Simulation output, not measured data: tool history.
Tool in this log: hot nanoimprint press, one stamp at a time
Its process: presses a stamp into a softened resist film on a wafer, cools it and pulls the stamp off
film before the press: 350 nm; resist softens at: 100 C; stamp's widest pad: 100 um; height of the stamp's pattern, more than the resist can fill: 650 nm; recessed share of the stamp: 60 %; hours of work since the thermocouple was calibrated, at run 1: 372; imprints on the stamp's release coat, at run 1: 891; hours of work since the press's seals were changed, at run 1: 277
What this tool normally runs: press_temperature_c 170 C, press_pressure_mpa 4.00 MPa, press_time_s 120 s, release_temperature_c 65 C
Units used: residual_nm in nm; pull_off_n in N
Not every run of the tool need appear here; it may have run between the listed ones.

| run | hour | press_temperature_c | press_pressure_mpa | press_time_s | release_temperature_c | hours of work since the thermocouple was calibrated | imprints on the stamp's release coat | hours of work since the press's seals were changed | residual_nm | pull_off_n |
|---|---|---|---|---|---|---|---|---|---|---|
| 1 | 0.0 | 170 | 4.00 | 120 | 65 | 372 | 891 | 277 | 123.3 | 156 |
| 2 | 4.6 | 170 | 4.00 | 120 | 66 | 376 | 909 | 280 | 124.1 | 155 |
| 3 | 10.7 | 170 | 4.00 | 120 | 65 | 381 | 934 | 285 | 122.9 | 155 |
| 4 | 15.2 | 170 | 4.00 | 120 | 65 | 385 | 953 | 289 | 124.3 | 157 |
| 5 | 20.0 | 170 | 4.00 | 120 | 65 | 388 | 972 | 292 | 123.4 | 158 |
| 6 | 25.0 | 170 | 4.00 | 120 | 65 | 392 | 993 | 296 | 123.5 | 158 |
| 7 | 30.8 | 170 | 4.00 | 120 | 65 | 397 | 1017 | 301 | 124.1 | 157 |
|  | 38.1 | stamp cleaned and given a new release coat |
|  | 41.7 | plate thermocouple calibrated |
| 8 | 49.4 | 170 | 4.00 | 120 | 65 | 6 | 34 | 309 | 124.6 | 154 |
| 9 | 57.7 | 170 | 4.00 | 160 | 65 | 13 | 68 | 315 | 110.4 | 154 |
| 10 | 66.7 | 170 | 4.00 | 160 | 65 | 20 | 105 | 322 | 109.1 | 156 |
| 11 | 70.8 | 170 | 4.00 | 160 | 65 | 23 | 121 | 326 | 110.1 | 160 |
| 12 | 75.7 | 170 | 4.00 | 120 | 65 | 27 | 142 | 330 | 124.2 | 153 |
| 13 | 85.0 | 170 | 4.00 | 120 | 65 | 34 | 179 | 337 | 124.9 | 157 |
| 14 | 89.7 | 170 | 4.00 | 120 | 65 | 38 | 199 | 341 | 124.5 | 158 |
| 15 | 99.2 | 170 | 4.00 | 120 | 65 | 46 | 237 | 348 | 125.1 | 158 |
| 16 | 105.8 | 177 | 5.07 | 127 | 65 | 51 | 265 | 354 | 74.4 | 156 |
| 17 | 110.8 | 160 | 6.09 | 86 | 64 | 55 | 285 | 357 | 193.7 | 156 |
| 18 | 119.5 | 160 | 3.91 | 71 | 64 | 62 | 320 | 364 | 240.7 | 159 |
| 19 | 125.3 | 167 | 4.00 | 120 | 72 | 66 | 344 | 369 | 145.4 | 149 |
| 20 | 131.9 | 161 | 3.54 | 104 | 64 | 72 | 371 | 374 | 215.5 | 154 |
| 21 | 140.0 | 161 | 3.54 | 104 | 64 | 78 | 404 | 381 | 214.8 | 157 |
| 22 | 145.4 | 180 | 4.00 | 120 | 52 | 82 | 426 | 385 | 77.1 | 168 |
| 23 | 153.3 | 169 | 5.77 | 91 | 55 | 89 | 459 | 391 | 124.2 | 164 |
| 24 | 160.2 | 173 | 3.41 | 192 | 68 | 94 | 487 | 397 | 95.3 | 154 |
| 25 | 166.9 | 176 | 5.00 | 192 | 68 | 100 | 515 | 402 | 67.9 | 155 |
| 26 | 174.6 | 173 | 3.41 | 76 | 64 | 106 | 546 | 408 | 140.8 | 158 |
| 27 | 184.0 | 173 | 3.41 | 76 | 64 | 113 | 584 | 416 | 141.8 | 156 |
| 28 | 193.8 | 173 | 3.41 | 76 | 64 | 121 | 625 | 423 | 141.1 | 156 |
| 29 | 202.3 | 170 | 4.00 | 138 | 60 | 128 | 659 | 430 | 118.6 | 163 |

Consider 4 possible next runs. They are alternatives, not a sequence: every one starts from the tool as it was left by run 29. What does each give?
| A | 208.5 | 170 | 4.00 | 80 | 65 | 133 | 684 | 435 | ? | ? |
| B | 208.5 | 158 | 4.00 | 184 | 54 | 133 | 684 | 435 | ? | ? |
| C | 208.5 | 170 | 4.00 | 120 | 68 | 133 | 684 | 435 | ? | ? |
| D | 208.5 | 180 | 3.06 | 84 | 60 | 133 | 684 | 435 | ? | ? |

| run | residual_nm | pull_off_n |
|---|---|---|
| A | 148.7 | 158 |
| B | 197.3 | 169 |
| C | 127.1 | 155 |
| D | 103.9 | 163 |
The same runs, with their run-to-run variation unchanged, on a tool lacking any hidden condition would have given:
| run | residual_nm | pull_off_n |
|---|---|---|
| A | 145.1 | 157 |
| B | 192.5 | 169 |
| C | 124.0 | 154 |
| D | 101.4 | 162 |
